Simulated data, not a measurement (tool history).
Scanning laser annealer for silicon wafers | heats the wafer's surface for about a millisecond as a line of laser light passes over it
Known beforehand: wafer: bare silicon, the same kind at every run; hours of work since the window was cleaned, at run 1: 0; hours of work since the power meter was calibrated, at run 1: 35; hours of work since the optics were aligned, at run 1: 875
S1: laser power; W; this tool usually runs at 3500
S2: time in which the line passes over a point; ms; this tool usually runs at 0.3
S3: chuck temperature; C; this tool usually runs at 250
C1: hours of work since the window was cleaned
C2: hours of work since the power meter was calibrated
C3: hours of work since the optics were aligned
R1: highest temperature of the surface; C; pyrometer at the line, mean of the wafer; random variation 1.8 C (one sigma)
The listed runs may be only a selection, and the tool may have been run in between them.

run,hour,S1,S2,S3,C1,C2,C3,R1
1,0,3500,0.3,250,0,35,875,994
2,19.4,3462,0.3,250,8,44,883,980
3,40.6,3462,0.3,250,17,53,892,985
4,59.5,3717,0.3,250,25,61,901,1036
5,81.1,3717,0.3,250,35,70,910,1037
6,96.9,3500,0.3,250,41,77,916,990
7,121.2,3500,0.3,250,52,87,927,989
8,144.5,3500,0.3,250,62,97,937,989
9,166.9,3157,0.3,250,71,106,946,918
# hour 184.7: optics aligned, line set to its width
10,190.7,3500,0.282,250,79,115,3,976
11,207.1,3500,0.254,257,86,121,10,942
12,220.9,3035,0.3,250,92,127,15,899
13,233.8,3459,0.3,282,97,133,21,1024
# hour 237.2: window over the wafer cleaned
14,254.3,3459,0.3,282,7,141,29,1022
15,280.9,3459,0.362,215,19,152,40,1027
16,305.2,3527,0.3,234,29,162,51,987
# hour 308.5: window over the wafer cleaned, once more
17,320.2,3527,0.3,214,5,168,56,969
18,338.8,3660,0.22,250,13,176,64,912
19,359.7,3223,0.331,275,22,185,73,1003

Consider 4 possible next runs. They are alternatives, not a sequence: every one starts from the tool as it was left by run 19. What does each give?
A,387.6,3025,0.333,275,34,197,85,?
B,387.6,3017,0.214,239,34,197,85,?
C,387.6,3551,0.32,250,34,197,85,?
D,387.6,3013,0.3,250,34,197,85,?

run,R1
A,962
B,778
C,1033
D,899
The same runs, with their run-to-run variation unchanged, on a tool lacking any hidden condition would have given:
run,R1
A,963
B,779
C,1035
D,901
